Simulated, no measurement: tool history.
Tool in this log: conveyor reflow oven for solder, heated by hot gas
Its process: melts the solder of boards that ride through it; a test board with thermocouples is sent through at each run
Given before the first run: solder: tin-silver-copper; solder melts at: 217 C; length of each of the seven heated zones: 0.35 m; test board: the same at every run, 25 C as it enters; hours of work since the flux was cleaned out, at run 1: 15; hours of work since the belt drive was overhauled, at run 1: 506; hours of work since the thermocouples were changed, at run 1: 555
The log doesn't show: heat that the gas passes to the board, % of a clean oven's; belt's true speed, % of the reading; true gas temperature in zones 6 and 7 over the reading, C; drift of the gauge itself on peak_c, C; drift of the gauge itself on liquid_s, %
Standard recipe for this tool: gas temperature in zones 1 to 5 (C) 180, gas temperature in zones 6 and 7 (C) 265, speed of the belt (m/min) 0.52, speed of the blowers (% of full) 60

run    day  gas temperature in zones 1 to 5 (C)  gas temperature in zones 6 and 7 (C)  speed of the belt (m/min)  speed of the blowers (% of full)  hours of work since the flux was cleaned out  hours of work since the belt drive was overhauled  hours of work since the thermocouples were changed  highest temperature of the board (C)  time above the solder's melting point (s)
  1      0                                  180                                   265                       0.52                                60                                            15                                                506                                                 555                                246.89                                      57.33
  2  0.729                                  180                                   265                       0.52                                60                                            29                                                520                                                 569                                246.89                                      57.28
  3    1.6                                  180                                   265                       0.52                                60                                            45                                                537                                                 586                                246.68                                         57
  4   2.25                                  180                                   265                       0.52                                60                                            58                                                550                                                 598                                246.61                                      57.11
  5  3.046                                  180                                   265                       0.52                                60                                            73                                                565                                                 613                                246.54                                      56.81
  6  3.671                                  177                                   265                       0.52                                60                                            85                                                577                                                 625                                245.77                                      54.84
     3.925  -- flux residue cleaned out of gas plates and filters
  7  4.542                                  180                                   265                       0.52                                60                                            12                                                590                                                 638                                246.21                                      56.58
  8  5.158                                  192                                   265                       0.52                                60                                            24                                                601                                                 650                                248.97                                      64.91
     5.717  -- flux residue cleaned out of gas plates and filters, once more
  9   5.85                                  180                                   265                      0.458                                60                                             3                                                611                                                 659                                251.41                                      71.07

For run 10, what comes out?
 10  6.308                                  180                                   265                      0.458                                60                                            11                                                619                                                 668                                     ?                                          ?

{"run 10": {"highest temperature of the board (C)": 251.38, "time above the solder's melting point (s)": 71.08}}
Had the tool carried no hidden state, the very same run would have given highest temperature of the board (C) 250.08, time above the solder's melting point (s) 69.2.
